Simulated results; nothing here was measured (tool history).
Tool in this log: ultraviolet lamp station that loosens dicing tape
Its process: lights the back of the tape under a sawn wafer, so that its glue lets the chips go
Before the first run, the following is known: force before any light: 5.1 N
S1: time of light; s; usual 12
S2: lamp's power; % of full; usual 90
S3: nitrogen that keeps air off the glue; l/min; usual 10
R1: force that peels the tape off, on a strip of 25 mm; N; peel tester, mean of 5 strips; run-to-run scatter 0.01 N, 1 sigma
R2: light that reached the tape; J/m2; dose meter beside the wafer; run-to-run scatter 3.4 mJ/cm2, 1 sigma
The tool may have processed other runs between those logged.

run   hour  S1  S2  S3     R1    R2
  1      0  12  90  10  0.644  4660
  2   19.3  11  90  10  0.758  4190
  3   40.8   8  90  10   1.26  3080
        48  -- window cleaned of glue's vapour
  4     54  12  90   7  0.898  4510
  5   67.5  12  90   7  0.868  4450
  6   83.1  12  90   7   0.84  4460
  7   99.6  12  90  10   0.66  4310
  8  113.1  12  90   9  0.729  4390
     129.3  -- window cleaned of glue's vapour, once more
  9    131  12  90   9  0.658  4640
 10  151.1  12  90   9    0.7  4620
 11  161.7  12  90   9  0.684  4630
 12  181.2   6  79  13  1.777  2030
 13  195.1  12  90   5  1.044  4570
 14  213.7  15  71   8   0.81  4420
 15  224.8  15  90  10  0.415  5630
 16  245.3  12  73  12  0.858  3590
 17  260.4  13  97  10  0.508  5160
 18  277.9   9  97  10  0.977  3550
 19  287.5  10  67   7  1.648  2730
 20  302.7  12  69   7  1.297  3390
 21  313.5  12  69   7  1.318  3360
 22  330.6  12  71  13  0.926  3460

What if the next run were any one of these 4? Each begins from the tool's condition after run 22:
  A  344.2   6  74  20   ?   ?
  B  344.2  10  91   8   ?   ?
  C  344.2  12  69   6   ?   ?
  D  344.2   8  67   8   ?   ?

run     R1    R2
  A  1.774  1770
  B  1.082  3650
  C  1.421  3300
  D  1.946  2120
With no hidden state in the tool, these same runs would have given:
run     R1    R2
  A   1.35  2240
  B  0.737  4610
  C  1.031  4180
  D   1.53  2690

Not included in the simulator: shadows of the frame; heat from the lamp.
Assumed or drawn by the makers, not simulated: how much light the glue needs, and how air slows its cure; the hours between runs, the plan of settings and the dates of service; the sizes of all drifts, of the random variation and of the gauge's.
